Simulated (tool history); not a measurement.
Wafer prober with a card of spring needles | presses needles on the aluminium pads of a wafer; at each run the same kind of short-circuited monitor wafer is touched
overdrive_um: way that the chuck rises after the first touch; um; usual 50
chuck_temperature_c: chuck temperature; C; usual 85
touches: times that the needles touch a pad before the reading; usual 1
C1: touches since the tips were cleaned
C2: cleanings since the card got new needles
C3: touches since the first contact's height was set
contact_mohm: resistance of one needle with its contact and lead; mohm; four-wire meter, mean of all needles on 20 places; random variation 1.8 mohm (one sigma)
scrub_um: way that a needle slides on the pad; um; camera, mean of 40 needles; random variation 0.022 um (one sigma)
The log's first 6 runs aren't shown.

At hour 67.0: tips cleaned on abrasive film.
Run 7, hour 73.7: usual settings; C1 2883; C2 54; C3 110185. Result: contact_mohm 230 mohm, scrub_um 6.78 um.
At hour 80.7: tips cleaned on abrasive film.
Run 8, hour 91.7: usual settings but overdrive_um 49 um; C1 4697; C2 55; C3 117807. Result: contact_mohm 241 mohm, scrub_um 6.66 um.
At hour 94.1: tips cleaned on abrasive film.
At hour 107.6: tips cleaned on abrasive film.
Run 9, hour 108.0: usual settings but overdrive_um 49 um; C1 167; C2 57; C3 124662. Result: contact_mohm 190 mohm, scrub_um 6.65 um.
At hour 120.5: tips cleaned on abrasive film.
Run 10, hour 121.5: usual settings; C1 421; C2 58; C3 130342. Result: contact_mohm 197 mohm, scrub_um 6.70 um.
At hour 133.5: tips cleaned on abrasive film.
Run 11, hour 138.7: usual settings but overdrive_um 49 um; C1 2203; C2 59; C3 137642. Result: contact_mohm 219 mohm, scrub_um 6.65 um.
At hour 147.3: tips cleaned on abrasive film.
Run 12, hour 153.6: usual settings; C1 2685; C2 60; C3 143939. Result: contact_mohm 230 mohm, scrub_um 6.75 um.
At hour 160.4: tips cleaned on abrasive film.
Run 13, hour 162.6: usual settings; C1 912; C2 61; C3 147743. Result: contact_mohm 203 mohm, scrub_um 6.76 um.
Run 14, hour 170.9: usual settings; C1 4443; C2 61; C3 151274. Result: contact_mohm 240 mohm, scrub_um 6.72 um.
At hour 174.2: tips cleaned on abrasive film.
Run 15, hour 183.1: usual settings but overdrive_um 31 um; C1 3802; C2 62; C3 156436. Result: contact_mohm 317 mohm, scrub_um 4.07 um.
At hour 187.9: tips cleaned on abrasive film.
Run 16, hour 192.2: usual settings; C1 1819; C2 63; C3 160260. Result: contact_mohm 217 mohm, scrub_um 6.73 um.
At hour 200.8: tips cleaned on abrasive film.
Run 17, hour 202.7: usual settings; C1 836; C2 64; C3 164718. Result: contact_mohm 204 mohm, scrub_um 6.71 um.
Run 18, hour 210.5: usual settings but overdrive_um 52 um, touches 2; C1 4166; C2 64; C3 168048. Result: contact_mohm 211 mohm, scrub_um 6.94 um.
At hour 214.0: tips cleaned on abrasive film.
Run 19, hour 221.6: usual settings but overdrive_um 52 um, chuck_temperature_c 120 C, touches 2; C1 3234; C2 65; C3 172720. Result: contact_mohm 213 mohm, scrub_um 6.98 um.

Forecast run 20:
At hour 227.0: tips cleaned on abrasive film.
Run 20, hour 232.9: usual settings but overdrive_um 40 um, chuck_temperature_c 35 C, touches 2; C1 2543; C2 66; C3 177502. Result: contact_mohm ?, scrub_um ?.

Run 20 gave contact_mohm 222 mohm, scrub_um 5.34 um.
Without the tool's hidden state the same run would have given contact_mohm 180 mohm, scrub_um 5.56 um.
